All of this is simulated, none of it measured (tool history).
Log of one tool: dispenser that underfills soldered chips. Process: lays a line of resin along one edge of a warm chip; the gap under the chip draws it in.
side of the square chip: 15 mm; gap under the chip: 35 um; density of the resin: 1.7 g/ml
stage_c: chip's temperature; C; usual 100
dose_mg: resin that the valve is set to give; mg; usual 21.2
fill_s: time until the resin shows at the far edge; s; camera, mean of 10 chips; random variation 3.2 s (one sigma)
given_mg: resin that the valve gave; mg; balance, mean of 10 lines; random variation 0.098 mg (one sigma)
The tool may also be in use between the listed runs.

Run 1, hour 0: usual settings. Result: fill_s 466.1 s, given_mg 19.97 mg.
At hour 2.7: new syringe of resin.
At hour 10.9: new syringe of resin.
Run 2, hour 15.7: usual settings. Result: fill_s 445.8 s, given_mg 19.59 mg.
At hour 19: new syringe of resin.
Run 3, hour 24.2: usual settings. Result: fill_s 459 s, given_mg 19.71 mg.
At hour 27.6: new syringe of resin.
Run 4, hour 30.8: usual settings. Result: fill_s 422.6 s, given_mg 19.54 mg.
At hour 35.7: new syringe of resin.
Run 5, hour 42.4: usual settings. Result: fill_s 484.5 s, given_mg 19.22 mg.
At hour 44: new syringe of resin.
Run 6, hour 50.4: usual settings. Result: fill_s 499.7 s, given_mg 19.26 mg.
At hour 52.1: new syringe of resin.
At hour 60: new syringe of resin.
At hour 65.4: dispensing valve cleaned and set on the balance.
Run 7, hour 66.6: usual settings but dose_mg 21.8 mg. Result: fill_s 461.5 s, given_mg 21.74 mg.
At hour 69: new syringe of resin.
At hour 77.6: new syringe of resin.
Run 8, hour 78.8: usual settings but dose_mg 26.8 mg. Result: fill_s 373 s, given_mg 26.59 mg.
At hour 85.4: new syringe of resin.
Run 9, hour 88.9: usual settings. Result: fill_s 430.1 s, given_mg 20.98 mg.
At hour 93.5: new syringe of resin.
Run 10, hour 97.4: usual settings. Result: fill_s 435.2 s, given_mg 20.87 mg.
At hour 102: new syringe of resin.
Run 11, hour 109.2: usual settings. Result: fill_s 514.9 s, given_mg 20.81 mg.
At hour 110.4: new syringe of resin.
At hour 118.2: new syringe of resin.
Run 12, hour 120: usual settings but stage_c 113 C, dose_mg 21.8 mg. Result: fill_s 217.6 s, given_mg 21.07 mg.
At hour 126.9: new syringe of resin.
Run 13, hour 133: usual settings but stage_c 110 C, dose_mg 20.5 mg. Result: fill_s 323.3 s, given_mg 19.62 mg.
At hour 135.5: new syringe of resin.
Run 14, hour 140.4: usual settings but stage_c 85 C, dose_mg 27 mg. Result: fill_s 971.2 s, given_mg 25.68 mg.
At hour 143.9: new syringe of resin.
Run 15, hour 150.4: usual settings but stage_c 94 C, dose_mg 21.9 mg. Result: fill_s 671.9 s, given_mg 20.66 mg.
At hour 151.9: new syringe of resin.
Run 16, hour 159.1: usual settings but stage_c 94 C, dose_mg 18.7 mg. Result: fill_s 699.9 s, given_mg 17.76 mg.
At hour 160.6: new syringe of resin.
At hour 168.7: new syringe of resin.
Run 17, hour 173.2: usual settings but stage_c 114 C, dose_mg 23.5 mg. Result: fill_s 242.8 s, given_mg 22.07 mg.
At hour 176.8: new syringe of resin.
At hour 184.8: new syringe of resin.
Run 18, hour 188.6: usual settings but stage_c 110 C, dose_mg 18.1 mg. Result: fill_s 301.7 s, given_mg 16.81 mg.
At hour 192.7: new syringe of resin.
At hour 200.9: new syringe of resin.
Run 19, hour 200.9: usual settings but stage_c 110 C, dose_mg 18.1 mg. Result: fill_s 247 s, given_mg 16.48 mg.
At hour 209: new syringe of resin.
Run 20, hour 209.3: usual settings but stage_c 111 C, dose_mg 18.6 mg. Result: fill_s 243.4 s, given_mg 17.05 mg.
At hour 217: new syringe of resin.
Run 21, hour 217.1: usual settings but stage_c 111 C, dose_mg 18.6 mg. Result: fill_s 237.2 s, given_mg 17.08 mg.

5 ways to go on from here, each from the tool as it stands after run 21. What would each give?
At hour 225.4: new syringe of resin.
At hour 229.4: dispensing valve cleaned and set on the balance.
Run A, hour 229.7: usual settings but stage_c 104 C. Result: fill_s ?, given_mg ?.
At hour 225.4: new syringe of resin.
At hour 229.4: dispensing valve cleaned and set on the balance.
Run B, hour 229.7: usual settings but stage_c 95 C, dose_mg 22.4 mg. Result: fill_s ?, given_mg ?.
At hour 225.4: new syringe of resin.
At hour 229.4: dispensing valve cleaned and set on the balance.
Run C, hour 229.7: usual settings but stage_c 105 C, dose_mg 22.5 mg. Result: fill_s ?, given_mg ?.
At hour 225.4: new syringe of resin.
At hour 229.4: dispensing valve cleaned and set on the balance.
Run D, hour 229.7: usual settings but stage_c 92 C, dose_mg 20 mg. Result: fill_s ?, given_mg ?.
At hour 225.4: new syringe of resin.
At hour 229.4: dispensing valve cleaned and set on the balance.
Run E, hour 229.7: usual settings but dose_mg 22.3 mg. Result: fill_s ?, given_mg ?.

run  fill_s  given_mg
  A   375.5     21.21
  B   554.7     22.47
  C   349.5     22.65
  D   653.2     20.09
  E   447.1     22.22
Without the tool's hidden state the same runs would have given:
run  fill_s  given_mg
  A   269.5     21.26
  B   395.1     22.52
  C   251.1      22.7
  D   463.7     20.14
  E   319.9     22.28
